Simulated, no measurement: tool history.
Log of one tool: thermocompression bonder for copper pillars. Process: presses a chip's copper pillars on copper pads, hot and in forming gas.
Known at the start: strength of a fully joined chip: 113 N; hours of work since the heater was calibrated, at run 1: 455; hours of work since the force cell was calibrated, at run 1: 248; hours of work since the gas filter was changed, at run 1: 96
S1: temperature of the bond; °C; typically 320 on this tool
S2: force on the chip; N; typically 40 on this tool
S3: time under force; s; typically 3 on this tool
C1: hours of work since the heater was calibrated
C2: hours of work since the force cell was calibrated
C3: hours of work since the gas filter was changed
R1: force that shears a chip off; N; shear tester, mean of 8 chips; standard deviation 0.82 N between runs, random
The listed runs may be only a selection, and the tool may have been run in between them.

run 1 hour=0.0 | S1=320 S2=40 S3=3 | C1=455 C2=248 C3=96 | R1=66.3
run 2 hour=16.0 | S1=320 S2=40 S3=3 | C1=466 C2=259 C3=107 | R1=66.1
-- hour=29.6 forming gas filter changed
run 3 hour=38.6 | S1=320 S2=40 S3=3 | C1=482 C2=275 C3=6 | R1=73.4
run 4 hour=56.9 | S1=320 S2=40 S3=2 | C1=494 C2=288 C3=19 | R1=64.8
run 5 hour=79.8 | S1=329 S2=40 S3=3 | C1=510 C2=304 C3=35 | R1=74.9
run 6 hour=108.3 | S1=331 S2=40 S3=3 | C1=531 C2=324 C3=55 | R1=75.7
run 7 hour=140.7 | S1=331 S2=40 S3=3 | C1=553 C2=347 C3=78 | R1=72.7
run 8 hour=155.4 | S1=331 S2=40 S3=3 | C1=564 C2=357 C3=88 | R1=73.8
run 9 hour=169.0 | S1=331 S2=40 S3=6 | C1=573 C2=366 C3=98 | R1=83.3
run 10 hour=183.8 | S1=331 S2=40 S3=6 | C1=584 C2=377 C3=108 | R1=82.1
-- hour=187.6 heater calibrated with a thermocouple chip
-- hour=197.4 forming gas filter changed
run 11 hour=205.7 | S1=331 S2=40 S3=6 | C1=12 C2=390 C3=6 | R1=90.4

What will run 12 give?
run 12 hour=233.0 | S1=313 S2=43 S3=3 | C1=32 C2=410 C3=25 | R1=?

R1: 68.9 N
Had the tool carried no hidden state, the very same run would have given R1 73.7 N.
